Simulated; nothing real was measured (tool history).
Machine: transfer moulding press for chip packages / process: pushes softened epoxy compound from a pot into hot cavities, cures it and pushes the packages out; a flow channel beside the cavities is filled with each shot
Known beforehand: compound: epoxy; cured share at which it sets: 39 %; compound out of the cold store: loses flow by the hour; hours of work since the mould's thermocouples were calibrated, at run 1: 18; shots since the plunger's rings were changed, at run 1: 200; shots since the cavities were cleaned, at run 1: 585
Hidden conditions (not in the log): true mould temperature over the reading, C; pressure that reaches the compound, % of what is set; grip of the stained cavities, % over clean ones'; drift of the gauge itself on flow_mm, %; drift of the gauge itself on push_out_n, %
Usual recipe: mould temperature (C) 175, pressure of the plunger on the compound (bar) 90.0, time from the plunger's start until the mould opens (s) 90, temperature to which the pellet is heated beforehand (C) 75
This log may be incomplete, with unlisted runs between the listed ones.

| run | hour | mould temperature (C) | pressure of the plunger on the compound (bar) | time from the plunger's start until the mould opens (s) | temperature to which the pellet is heated beforehand (C) | hours of work since the mould's thermocouples were calibrated | shots since the plunger's rings were changed | shots since the cavities were cleaned | incoming compound's hours out of the cold store | length that the compound runs in the flow channel (mm) | greatest force on the pins that push the packages out (N) |
|---|---|---|---|---|---|---|---|---|---|---|---|
| 1 | 0.0 | 175 | 90.0 | 90 | 75 | 18 | 200 | 585 | 47.6 | 496 | 668 |
|  | 7.6 | cavities cleaned with cleaning compound and waxed |
| 2 | 14.5 | 175 | 90.0 | 90 | 75 | 23 | 294 | 49 | 19.4 | 554 | 513 |
| 3 | 40.8 | 175 | 90.0 | 90 | 75 | 34 | 484 | 239 | 39.5 | 497 | 591 |
| 4 | 64.7 | 175 | 90.0 | 90 | 75 | 43 | 656 | 411 | 8.7 | 566 | 648 |
| 5 | 81.1 | 175 | 90.0 | 122 | 75 | 50 | 774 | 529 | 16.3 | 547 | 646 |
|  | 95.8 | cavities cleaned with cleaning compound and waxed |
| 6 | 102.0 | 175 | 90.0 | 122 | 75 | 58 | 914 | 44 | 28.2 | 515 | 472 |
| 7 | 125.9 | 175 | 90.0 | 90 | 75 | 67 | 1086 | 216 | 21.3 | 541 | 588 |
| 8 | 137.8 | 175 | 90.0 | 90 | 75 | 72 | 1172 | 302 | 39.8 | 493 | 623 |
| 9 | 163.1 | 175 | 90.0 | 90 | 75 | 82 | 1354 | 484 | 35.5 | 508 | 703 |
|  | 166.8 | mould's thermocouples calibrated |
| 10 | 180.3 | 183 | 90.0 | 90 | 75 | 5 | 1464 | 594 | 15.3 | 528 | 664 |
|  | 186.6 | cavities cleaned with cleaning compound and waxed |
| 11 | 206.8 | 183 | 90.0 | 90 | 75 | 16 | 1644 | 146 | 46.4 | 467 | 537 |
| 12 | 227.2 | 183 | 90.0 | 90 | 75 | 24 | 1791 | 293 | 39.2 | 486 | 577 |
| 13 | 243.1 | 183 | 90.0 | 90 | 75 | 30 | 1906 | 408 | 37.6 | 483 | 587 |
| 14 | 254.6 | 181 | 90.0 | 90 | 75 | 35 | 1989 | 491 | 23.8 | 505 | 644 |
|  | 261.0 | mould's thermocouples calibrated, once more |
| 15 | 270.3 | 181 | 90.0 | 90 | 75 | 4 | 2087 | 589 | 44.1 | 465 | 654 |
|  | 278.0 | cavities cleaned with cleaning compound and waxed |
| 16 | 293.7 | 170 | 87.6 | 90 | 75 | 13 | 2245 | 113 | 43.4 | 484 | 605 |
| 17 | 309.4 | 181 | 69.9 | 90 | 83 | 19 | 2358 | 226 | 26.2 | 437 | 554 |
| 18 | 334.5 | 181 | 69.9 | 90 | 83 | 29 | 2540 | 408 | 41.7 | 421 | 596 |
| 19 | 353.1 | 175 | 72.7 | 111 | 72 | 37 | 2673 | 541 | 17.3 | 478 | 660 |
|  | 367.8 | cavities cleaned with cleaning compound and waxed |
| 20 | 375.3 | 175 | 72.7 | 111 | 72 | 45 | 2823 | 54 | 24.6 | 462 | 465 |
| 21 | 392.4 | 176 | 72.7 | 84 | 72 | 52 | 2946 | 177 | 21.7 | 462 | 607 |
| 22 | 418.1 | 173 | 94.5 | 105 | 75 | 62 | 3131 | 362 | 47.0 | 477 | 628 |
| 23 | 434.1 | 173 | 94.5 | 105 | 75 | 69 | 3246 | 477 | 14.8 | 542 | 667 |
|  | 455.6 | cavities cleaned with cleaning compound and waxed |
| 24 | 457.3 | 173 | 94.5 | 105 | 75 | 77 | 3403 | 13 | 32.8 | 506 | 474 |
| 25 | 473.2 | 175 | 105.5 | 90 | 75 | 84 | 3518 | 128 | 9.2 | 584 | 556 |
| 26 | 491.8 | 182 | 78.7 | 71 | 65 | 91 | 3651 | 261 | 25.6 | 462 | 649 |
| 27 | 512.5 | 182 | 90.0 | 90 | 77 | 100 | 3801 | 411 | 16.6 | 502 | 621 |

For each entry between runs, how does the tool's hidden state at the last listed run before it compare with that at the first listed run after it?
Between runs 1 and 2: cavities cleaned with cleaning compound and waxed (hour 7.6)
  true mould temperature over the reading, C: 0.05 -> 0.03; pressure that reaches the compound, % of what is set: 98.93 -> 98.6; grip of the stained cavities, % over clean ones': 46.3 -> 6.2
  difference, measured minus the result without the unlogged condition, length that the compound runs in the flow channel (mm): -3 -> -4; greatest force on the pins that push the packages out (N): +209 -> +30
Between runs 5 and 6: cavities cleaned with cleaning compound and waxed (hour 95.8)
  true mould temperature over the reading, C: -0.02 -> -0.04; pressure that reaches the compound, % of what is set: 96.91 -> 96.41; grip of the stained cavities, % over clean ones': 44.6 -> 4.9
  difference, measured minus the result without the unlogged condition, length that the compound runs in the flow channel (mm): -9 -> -10; greatest force on the pins that push the packages out (N): +200 -> +21
Between runs 9 and 10: mould's thermocouples calibrated (hour 166.8)
  true mould temperature over the reading, C: -0.09 -> -0.14; pressure that reaches the compound, % of what is set: 94.78 -> 94.42; grip of the stained cavities, % over clean ones': 41.8 -> 48.5
  difference, measured minus the result without the unlogged condition, length that the compound runs in the flow channel (mm): -13 -> -15; greatest force on the pins that push the packages out (N): +209 -> +217
Between runs 10 and 11: cavities cleaned with cleaning compound and waxed (hour 186.6)
  true mould temperature over the reading, C: -0.14 -> -0.16; pressure that reaches the compound, % of what is set: 94.42 -> 93.78; grip of the stained cavities, % over clean ones': 48.5 -> 17.1
  difference, measured minus the result without the unlogged condition, length that the compound runs in the flow channel (mm): -15 -> -15; greatest force on the pins that push the packages out (N): +217 -> +79
Between runs 14 and 15: mould's thermocouples calibrated, once more (hour 261.0)
  true mould temperature over the reading, C: -0.21 -> -0.23; pressure that reaches the compound, % of what is set: 92.54 -> 92.18; grip of the stained cavities, % over clean ones': 43.4 -> 49.3
  difference, measured minus the result without the unlogged condition, length that the compound runs in the flow channel (mm): -19 -> -19; greatest force on the pins that push the packages out (N): +194 -> +217
Between runs 15 and 16: cavities cleaned with cleaning compound and waxed (hour 278.0)
  true mould temperature over the reading, C: -0.23 -> -0.25; pressure that reaches the compound, % of what is set: 92.18 -> 91.57; grip of the stained cavities, % over clean ones': 49.3 -> 13.4
  difference, measured minus the result without the unlogged condition, length that the compound runs in the flow channel (mm): -19 -> -21; greatest force on the pins that push the packages out (N): +217 -> +77
Between runs 19 and 20: cavities cleaned with cleaning compound and waxed (hour 367.8)
  true mould temperature over the reading, C: -0.3 -> -0.32; pressure that reaches the compound, % of what is set: 90.04 -> 89.46; grip of the stained cavities, % over clean ones': 45.6 -> 6.9
  difference, measured minus the result without the unlogged condition, length that the compound runs in the flow channel (mm): -25 -> -26; greatest force on the pins that push the packages out (N): +208 -> +31
Between runs 23 and 24: cavities cleaned with cleaning compound and waxed (hour 455.6)
  true mould temperature over the reading, C: -0.37 -> -0.39; pressure that reaches the compound, % of what is set: 87.99 -> 87.45; grip of the stained cavities, % over clean ones': 42.9 -> 2.3
  difference, measured minus the result without the unlogged condition, length that the compound runs in the flow channel (mm): -35 -> -34; greatest force on the pins that push the packages out (N): +201 -> +12

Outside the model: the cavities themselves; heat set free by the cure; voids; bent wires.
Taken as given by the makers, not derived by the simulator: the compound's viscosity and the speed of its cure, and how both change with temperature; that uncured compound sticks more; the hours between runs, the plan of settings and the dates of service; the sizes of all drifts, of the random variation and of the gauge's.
